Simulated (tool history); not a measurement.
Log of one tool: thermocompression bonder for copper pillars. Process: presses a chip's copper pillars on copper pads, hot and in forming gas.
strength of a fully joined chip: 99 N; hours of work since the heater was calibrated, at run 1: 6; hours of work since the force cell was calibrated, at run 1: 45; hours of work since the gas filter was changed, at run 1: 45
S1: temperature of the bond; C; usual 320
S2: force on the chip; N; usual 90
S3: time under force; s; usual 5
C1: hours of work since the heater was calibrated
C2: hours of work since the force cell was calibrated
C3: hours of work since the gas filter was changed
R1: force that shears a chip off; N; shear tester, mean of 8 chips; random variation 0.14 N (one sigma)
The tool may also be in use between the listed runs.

| run | day | S1 | S2 | S3 | C1 | C2 | C3 | R1 |
|---|---|---|---|---|---|---|---|---|
| 1 | 0.000 | 320 | 90 | 5 | 6 | 45 | 45 | 53.7 |
| 2 | 0.292 | 320 | 90 | 5 | 11 | 50 | 50 | 53.5 |
| 3 | 0.762 | 320 | 90 | 5 | 19 | 58 | 58 | 54.0 |
| 4 | 1.329 | 320 | 90 | 5 | 29 | 68 | 68 | 53.9 |
| 5 | 1.783 | 320 | 90 | 5 | 37 | 76 | 76 | 53.7 |
| 6 | 2.192 | 320 | 90 | 5 | 44 | 83 | 83 | 53.4 |
| 7 | 2.446 | 320 | 90 | 5 | 48 | 87 | 87 | 53.6 |
| 8 | 2.967 | 320 | 90 | 5 | 57 | 96 | 96 | 53.5 |
| 9 | 3.233 | 315 | 90 | 5 | 61 | 100 | 100 | 51.7 |
| 10 | 3.488 | 320 | 84 | 5 | 66 | 104 | 104 | 50.9 |
| 11 | 3.867 | 320 | 84 | 5 | 72 | 111 | 111 | 50.4 |
| 12 | 4.125 | 320 | 90 | 5 | 76 | 115 | 115 | 53.3 |
| 13 | 4.467 | 347 | 87 | 3 | 82 | 121 | 121 | 52.4 |
| 14 | 4.796 | 320 | 90 | 3 | 88 | 127 | 127 | 44.7 |
|  | 4.908 | force cell calibrated |
| 15 | 5.192 | 312 | 90 | 6 | 93 | 5 | 132 | 53.3 |
| 16 | 5.579 | 304 | 64 | 5 | 100 | 11 | 139 | 34.8 |
| 17 | 6.138 | 341 | 92 | 13 | 109 | 21 | 148 | 77.8 |
|  | 6.300 | force cell calibrated, once more |
| 18 | 6.446 | 320 | 61 | 6 | 114 | 2 | 152 | 41.2 |
| 19 | 6.788 | 309 | 90 | 7 | 119 | 8 | 158 | 55.0 |
| 20 | 7.312 | 309 | 90 | 7 | 128 | 17 | 167 | 54.9 |
| 21 | 7.800 | 309 | 90 | 14 | 137 | 25 | 175 | 66.8 |
| 22 | 8.338 | 301 | 90 | 3 | 146 | 35 | 185 | 37.9 |
| 23 | 8.792 | 301 | 90 | 3 | 153 | 42 | 192 | 38.3 |
| 24 | 9.029 | 301 | 90 | 3 | 157 | 46 | 196 | 38.0 |

Forecast each of these 4 alternatives for the next run:
| A | 9.296 | 303 | 60 | 3 | 162 | 51 | 201 | ? |
| B | 9.296 | 325 | 65 | 4 | 162 | 51 | 201 | ? |
| C | 9.296 | 324 | 90 | 10 | 162 | 51 | 201 | ? |
| D | 9.296 | 320 | 56 | 7 | 162 | 51 | 201 | ? |

| run | R1 |
|---|---|
| A | 26.0 |
| B | 38.4 |
| C | 66.5 |
| D | 39.9 |
Without the tool's hidden state the same runs would have given:
| run | R1 |
|---|---|
| A | 26.9 |
| B | 39.7 |
| C | 68.9 |
| D | 41.2 |
